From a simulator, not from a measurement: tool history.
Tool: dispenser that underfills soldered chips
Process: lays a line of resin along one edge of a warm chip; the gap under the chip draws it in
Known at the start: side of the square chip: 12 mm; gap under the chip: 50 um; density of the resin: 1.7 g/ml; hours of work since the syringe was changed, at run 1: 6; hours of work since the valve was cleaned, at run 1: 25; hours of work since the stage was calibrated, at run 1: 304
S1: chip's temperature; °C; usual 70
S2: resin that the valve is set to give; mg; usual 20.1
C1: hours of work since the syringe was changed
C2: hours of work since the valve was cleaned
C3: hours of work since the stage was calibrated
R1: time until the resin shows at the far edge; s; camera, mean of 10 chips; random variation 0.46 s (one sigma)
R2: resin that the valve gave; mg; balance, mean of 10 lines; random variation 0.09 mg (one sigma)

run	hour	S1	S2	C1	C2	C3	R1	R2
1	0	70	20.1	6	25	304	50.8	19.63
# hour 6.4: new syringe of resin
2	13.7	70	20.1	6	36	314	47.8	19.48
# hour 21.3: new syringe of resin
3	22.2	61	20.1	1	42	320	49.1	19.46
4	29.1	61	20.1	6	47	325	73.8	19.43
# hour 37: new syringe of resin
5	38.6	61	20.1	1	54	332	50.9	19.23
# hour 51.9: new syringe of resin
6	51.9	70	20.1	0	64	342	31.1	19.04
7	62	70	20.1	8	71	350	54.7	19.11
# hour 66.4: dispensing valve cleaned and set on the balance
# hour 67.9: new syringe of resin
8	71.9	70	20.1	3	4	356	38.5	19.91
9	79	70	20.1	8	9	362	57.5	19.94
# hour 82.6: new syringe of resin
10	93.3	70	20.6	8	20	372	55.9	20.34
# hour 97.4: new syringe of resin
11	102	70	25.4	4	26	379	38.8	24.62
12	111.4	64	25.4	11	33	386	86.5	24.66
# hour 113: new syringe of resin
13	118.7	64	25.4	4	39	391	53.6	24.54
# hour 128: new syringe of resin
14	132.5	64	25.4	3	49	401	50.9	24.32
# hour 143.4: new syringe of resin
15	146.8	64	25.4	3	60	412	47.7	24.15
# hour 158.7: new syringe of resin
16	161	64	25.4	2	70	422	44.7	23.86
# hour 167.4: dispensing valve cleaned and set on the balance
17	170.6	64	23.4	8	2	429	73	23.31
# hour 174.7: new syringe of resin
18	177	84	20.1	2	7	434	20.2	19.9
19	185.6	57	17.1	8	14	440	101.8	16.77
# hour 189.7: new syringe of resin
20	197	60	17.3	6	22	448	72	17.1
# hour 205.4: new syringe of resin
21	207.6	57	17.6	2	30	456	59.4	17.08
22	216.7	66	21.7	9	37	463	66.5	20.95
# hour 220.6: new syringe of resin
23	227.5	78	23.9	5	45	471	32.1	22.94
24	234.2	70	18.8	10	50	476	67.5	18.03
# hour 236.2: new syringe of resin
25	245	70	18.8	7	58	484	49.9	17.86
# hour 251.9: new syringe of resin
26	257.7	73	23.2	4	67	494	36.1	21.84
# hour 266.6: new syringe of resin
# hour 268.9: dispensing valve cleaned and set on the balance
27	272.2	72	23.7	3	3	504	36	23.5
28	279.2	62	21.7	9	8	509	79.5	21.44
# hour 283.3: new syringe of resin
29	292.1	70	25.9	7	17	518	48.2	25.51

3 ways to go on from here, each from the tool as it stands after run 29. What would each give?
# hour 299.2: new syringe of resin
A	303.9	73	18.9	4	26	527	?	?
# hour 299.2: new syringe of resin
B	303.9	84	19	4	26	527	?	?
# hour 299.2: new syringe of resin
C	303.9	57	20.2	4	26	527	?	?

run	R1	R2
A	35	18.52
B	22	18.59
C	67.9	19.7
Without the tool's hidden state the same runs would have given:
run	R1	R2
A	31.3	18.94
B	19.4	19.02
C	61.8	20.16

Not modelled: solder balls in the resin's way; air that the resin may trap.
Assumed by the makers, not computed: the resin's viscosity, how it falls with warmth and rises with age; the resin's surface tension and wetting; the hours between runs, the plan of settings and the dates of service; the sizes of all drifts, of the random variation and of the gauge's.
